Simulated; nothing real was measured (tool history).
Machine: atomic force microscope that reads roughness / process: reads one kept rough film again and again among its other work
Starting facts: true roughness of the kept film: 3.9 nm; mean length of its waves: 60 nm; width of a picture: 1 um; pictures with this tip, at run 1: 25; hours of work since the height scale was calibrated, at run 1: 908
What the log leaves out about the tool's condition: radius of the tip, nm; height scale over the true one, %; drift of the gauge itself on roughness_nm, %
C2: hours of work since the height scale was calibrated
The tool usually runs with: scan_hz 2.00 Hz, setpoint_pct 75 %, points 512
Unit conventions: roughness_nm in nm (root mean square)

Run 1, hour 0.0: usual settings; pictures with this tip 25; C2 908. Result: roughness_nm 3.160 nm (root mean square).
At hour 23.5: new tip fitted.
Run 2, hour 39.0: usual settings; pictures with this tip 34; C2 936. Result: roughness_nm 3.176 nm (root mean square).
At hour 58.7: new tip fitted.
Run 3, hour 73.2: usual settings; pictures with this tip 31; C2 961. Result: roughness_nm 3.155 nm (root mean square).
At hour 92.4: new tip fitted.
Run 4, hour 118.0: usual settings; pictures with this tip 56; C2 993. Result: roughness_nm 3.118 nm (root mean square).
At hour 126.2: new tip fitted.
Run 5, hour 152.9: usual settings; pictures with this tip 58; C2 1018. Result: roughness_nm 3.083 nm (root mean square).
At hour 162.1: new tip fitted.
Run 6, hour 191.0: usual settings; pictures with this tip 63; C2 1046. Result: roughness_nm 3.110 nm (root mean square).
At hour 195.2: new tip fitted.
At hour 229.5: new tip fitted.
Run 7, hour 232.0: usual settings; pictures with this tip 5; C2 1075. Result: roughness_nm 3.177 nm (root mean square).
At hour 262.4: new tip fitted.
Run 8, hour 265.8: usual settings but points 358; pictures with this tip 8; C2 1100. Result: roughness_nm 3.188 nm (root mean square).
Run 9, hour 294.0: usual settings but scan_hz 0.54 Hz, points 358; pictures with this tip 69; C2 1121. Result: roughness_nm 3.504 nm (root mean square).
At hour 296.7: new tip fitted.
At hour 329.5: new tip fitted.
Run 10, hour 337.3: usual settings but scan_hz 0.54 Hz, points 358; pictures with this tip 17; C2 1152. Result: roughness_nm 3.594 nm (root mean square).
At hour 363.5: new tip fitted.
Run 11, hour 383.0: usual settings but setpoint_pct 69 %; pictures with this tip 43; C2 1185. Result: roughness_nm 3.278 nm (root mean square).
At hour 399.3: new tip fitted.
Run 12, hour 419.2: usual settings but scan_hz 0.56 Hz; pictures with this tip 44; C2 1211. Result: roughness_nm 3.511 nm (root mean square).
At hour 433.1: new tip fitted.
Run 13, hour 442.1: usual settings but scan_hz 0.56 Hz; pictures with this tip 20; C2 1228. Result: roughness_nm 3.572 nm (root mean square).
At hour 445.2: height scale calibrated on a step standard.
At hour 469.4: new tip fitted.
Run 14, hour 471.7: usual settings but scan_hz 0.56 Hz; pictures with this tip 5; C2 19. Result: roughness_nm 3.590 nm (root mean square).
At hour 502.8: new tip fitted.
Run 15, hour 516.6: usual settings but scan_hz 1.92 Hz, setpoint_pct 55 %, points 457; pictures with this tip 30; C2 52. Result: roughness_nm 3.550 nm (root mean square).
At hour 536.4: new tip fitted.
Run 16, hour 560.2: usual settings but scan_hz 0.85 Hz, setpoint_pct 61 %, points 680; pictures with this tip 52; C2 83. Result: roughness_nm 3.559 nm (root mean square).
At hour 571.6: new tip fitted.
Run 17, hour 597.9: usual settings but scan_hz 1.97 Hz, setpoint_pct 61 %, points 482; pictures with this tip 58; C2 111. Result: roughness_nm 3.418 nm (root mean square).
At hour 606.7: new tip fitted.
At hour 610.9: height scale calibrated on a step standard, once more.
At hour 641.2: new tip fitted.
Run 18, hour 642.6: usual settings but scan_hz 1.97 Hz, setpoint_pct 61 %, points 482; pictures with this tip 3; C2 23. Result: roughness_nm 3.484 nm (root mean square).
At hour 674.5: new tip fitted.
Run 19, hour 677.2: usual settings but scan_hz 1.64 Hz, setpoint_pct 87 %; pictures with this tip 6; C2 48. Result: roughness_nm 2.961 nm (root mean square).
At hour 708.6: new tip fitted.
Run 20, hour 719.3: usual settings but scan_hz 1.64 Hz, setpoint_pct 87 %; pictures with this tip 24; C2 79. Result: roughness_nm 2.945 nm (root mean square).
At hour 742.6: new tip fitted.
Run 21, hour 764.4: usual settings but scan_hz 1.64 Hz, setpoint_pct 87 %; pictures with this tip 47; C2 111. Result: roughness_nm 2.921 nm (root mean square).
At hour 779.0: new tip fitted.
Run 22, hour 808.5: usual settings but scan_hz 0.60 Hz, setpoint_pct 76 %, points 332; pictures with this tip 64; C2 143. Result: roughness_nm 3.463 nm (root mean square).

What if the next run were any one of these 3? Each begins from the tool's condition after run 22:
At hour 813.2: new tip fitted.
Run A, hour 828.1: usual settings but points 374; pictures with this tip 33; C2 157. Result: roughness_nm ?.
At hour 813.2: new tip fitted.
Run B, hour 828.1: usual settings but scan_hz 0.62 Hz, setpoint_pct 73 %, points 846; pictures with this tip 33; C2 157. Result: roughness_nm ?.
At hour 813.2: new tip fitted.
Run C, hour 828.1: usual settings but scan_hz 0.89 Hz, setpoint_pct 58 %, points 290; pictures with this tip 33; C2 157. Result: roughness_nm ?.

run  roughness_nm
  A         3.157
  B         3.566
  C         3.642
The same runs, with their run-to-run variation unchanged, on a tool lacking any hidden condition would have given:
run  roughness_nm
  A         3.203
  B         3.619
  C         3.696
